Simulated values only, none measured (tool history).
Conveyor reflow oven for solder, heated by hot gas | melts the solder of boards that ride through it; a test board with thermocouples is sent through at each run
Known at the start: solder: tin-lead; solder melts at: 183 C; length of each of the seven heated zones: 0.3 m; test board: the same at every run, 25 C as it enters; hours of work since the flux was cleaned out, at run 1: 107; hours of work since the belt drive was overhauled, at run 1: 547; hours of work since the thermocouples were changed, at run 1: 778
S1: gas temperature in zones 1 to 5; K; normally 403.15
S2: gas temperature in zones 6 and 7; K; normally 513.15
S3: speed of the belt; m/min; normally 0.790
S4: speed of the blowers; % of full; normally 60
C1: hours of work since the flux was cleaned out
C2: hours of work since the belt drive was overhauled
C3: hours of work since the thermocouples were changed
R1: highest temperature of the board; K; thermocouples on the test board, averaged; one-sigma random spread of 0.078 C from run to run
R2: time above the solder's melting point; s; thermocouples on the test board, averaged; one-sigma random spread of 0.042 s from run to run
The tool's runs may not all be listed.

run	hour	S1	S2	S3	S4	C1	C2	C3	R1	R2
1	0.0	403.15	513.15	0.790	60	107	547	778	482.96	27.56
2	22.1	403.15	513.15	0.790	60	120	560	790	483.02	27.46
3	65.2	403.15	513.15	0.790	60	144	584	814	482.87	27.38
4	95.2	403.15	513.15	0.790	60	161	601	831	482.76	27.32
# hour 121.2: thermocouples of zones 6 and 7 changed
# hour 133.0: flux residue cleaned out of gas plates and filters
5	143.6	403.15	516.15	0.790	60	6	624	10	486.80	29.79
6	177.2	403.15	516.15	0.691	60	25	643	29	492.31	37.82
7	219.1	403.15	513.15	0.790	60	49	667	52	484.02	28.27

Forecast run 8:
8	244.0	418.15	512.15	0.790	60	63	681	67	?	?

For run 8 the tool returned R1 487.17 K, R2 33.31 s.
With no hidden state in the tool, this same run would have given R1 487.02 K, R2 32.91 s.
